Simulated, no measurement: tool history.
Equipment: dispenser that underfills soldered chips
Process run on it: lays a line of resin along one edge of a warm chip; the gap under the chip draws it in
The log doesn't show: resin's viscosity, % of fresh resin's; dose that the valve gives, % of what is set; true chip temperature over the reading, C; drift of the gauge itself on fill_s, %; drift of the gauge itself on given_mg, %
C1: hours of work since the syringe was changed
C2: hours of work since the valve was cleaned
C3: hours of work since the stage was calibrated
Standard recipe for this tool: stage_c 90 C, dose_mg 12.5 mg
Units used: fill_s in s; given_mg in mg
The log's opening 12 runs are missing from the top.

Run 13, day 1.888: usual settings; C1 7; C2 51; C3 118. Result: fill_s 16.7 s, given_mg 12.06 mg.
At day 1.954: new syringe of resin.
At day 2.038: dispensing valve cleaned and set on the balance.
Run 14, day 2.1: usual settings; C1 2; C2 1; C3 120. Result: fill_s 12.3 s, given_mg 12.52 mg.
Run 15, day 2.204: usual settings; C1 4; C2 3; C3 122. Result: fill_s 13.4 s, given_mg 12.52 mg.
Run 16, day 2.321: usual settings; C1 6; C2 5; C3 125. Result: fill_s 15.3 s, given_mg 12.38 mg.
Run 17, day 2.442: usual settings; C1 8; C2 7; C3 127. Result: fill_s 17.2 s, given_mg 12.48 mg.
At day 2.462: new syringe of resin.
Run 18, day 2.638: usual settings but stage_c 80 C; C1 3; C2 11; C3 130. Result: fill_s 21.3 s, given_mg 12.44 mg.
Run 19, day 2.829: usual settings but stage_c 84 C, dose_mg 12.9 mg; C1 7; C2 14; C3 134. Result: fill_s 21.1 s, given_mg 12.82 mg.
At day 2.929: new syringe of resin.
Run 20, day 2.933: usual settings but stage_c 86 C; C1 0; C2 16; C3 135. Result: fill_s 12.6 s, given_mg 12.31 mg.
Run 21, day 3.067: usual settings but stage_c 93 C, dose_mg 15.3 mg; C1 3; C2 19; C3 138. Result: fill_s 11 s, given_mg 15.1 mg.
Run 22, day 3.221: usual settings but stage_c 97 C, dose_mg 10.9 mg; C1 5; C2 21; C3 141. Result: fill_s 11 s, given_mg 10.76 mg.
Run 23, day 3.312: usual settings but stage_c 84 C, dose_mg 14.3 mg; C1 7; C2 23; C3 142. Result: fill_s 21.8 s, given_mg 14.11 mg.
At day 3.392: new syringe of resin.
Run 24, day 3.5: usual settings but stage_c 84 C, dose_mg 14.3 mg; C1 2; C2 26; C3 146. Result: fill_s 15.2 s, given_mg 14.07 mg.
Run 25, day 3.617: usual settings but stage_c 86 C, dose_mg 15.3 mg; C1 4; C2 28; C3 148. Result: fill_s 16.2 s, given_mg 15.1 mg.
Run 26, day 3.783: usual settings but stage_c 76 C, dose_mg 15.9 mg; C1 7; C2 31; C3 151. Result: fill_s 32.3 s, given_mg 15.61 mg.
At day 3.867: new syringe of resin.
Run 27, day 3.933: usual settings but stage_c 86 C, dose_mg 14.1 mg; C1 1; C2 34; C3 153. Result: fill_s 13.5 s, given_mg 13.88 mg.
Run 28, day 4.017: usual settings but stage_c 79 C; C1 3; C2 35; C3 155. Result: fill_s 21.3 s, given_mg 12.25 mg.
Run 29, day 4.188: usual settings but stage_c 102 C, dose_mg 14 mg; C1 6; C2 39; C3 158. Result: fill_s 8.4 s, given_mg 13.7 mg.
At day 4.325: new syringe of resin.
Run 30, day 4.375: usual settings but stage_c 100 C, dose_mg 11.2 mg; C1 1; C2 42; C3 161. Result: fill_s 7.4 s, given_mg 10.94 mg.
Run 31, day 4.454: usual settings but stage_c 100 C, dose_mg 11.2 mg; C1 2; C2 43; C3 163. Result: fill_s 8.2 s, given_mg 10.92 mg.
Run 32, day 4.579: usual settings but stage_c 100 C, dose_mg 11.2 mg; C1 5; C2 46; C3 165. Result: fill_s 8.8 s, given_mg 10.93 mg.
Run 33, day 4.725: usual settings but stage_c 100 C, dose_mg 11.2 mg; C1 7; C2 48; C3 168. Result: fill_s 10.7 s, given_mg 10.86 mg.
At day 4.796: new syringe of resin.
Run 34, day 4.896: usual settings but stage_c 77 C, dose_mg 12 mg; C1 2; C2 51; C3 171. Result: fill_s 21 s, given_mg 11.69 mg.
At day 5.033: dispensing valve cleaned and set on the balance.
Run 35, day 5.129: usual settings but stage_c 83 C, dose_mg 13.5 mg; C1 5; C2 2; C3 174. Result: fill_s 19.6 s, given_mg 13.47 mg.

5 options for the next run, each taken on its own from the tool as it stands now. Forecast them:
Run A, day 5.283: usual settings but stage_c 102 C, dose_mg 13.9 mg; C1 8; C2 5; C3 177. Result: fill_s ?, given_mg ?.
Run B, day 5.283: usual settings but stage_c 98 C, dose_mg 15.5 mg; C1 8; C2 5; C3 177. Result: fill_s ?, given_mg ?.
Run C, day 5.283: usual settings but stage_c 92 C, dose_mg 13.8 mg; C1 8; C2 5; C3 177. Result: fill_s ?, given_mg ?.
Run D, day 5.283: usual settings but dose_mg 11.8 mg; C1 8; C2 5; C3 177. Result: fill_s ?, given_mg ?.
Run E, day 5.283: usual settings but stage_c 76 C, dose_mg 13.5 mg; C1 8; C2 5; C3 177. Result: fill_s ?, given_mg ?.

run  fill_s  given_mg
  A     9.4     13.88
  B    11.4     15.48
  C    15.4     13.73
  D    16.7     11.82
  E    33.2     13.43
What these runs would have given with no unlogged condition in the tool:
run  fill_s  given_mg
  A     5.9     13.91
  B     7.3     15.52
  C      10     13.76
  D    10.6     11.84
  E    21.6     13.46
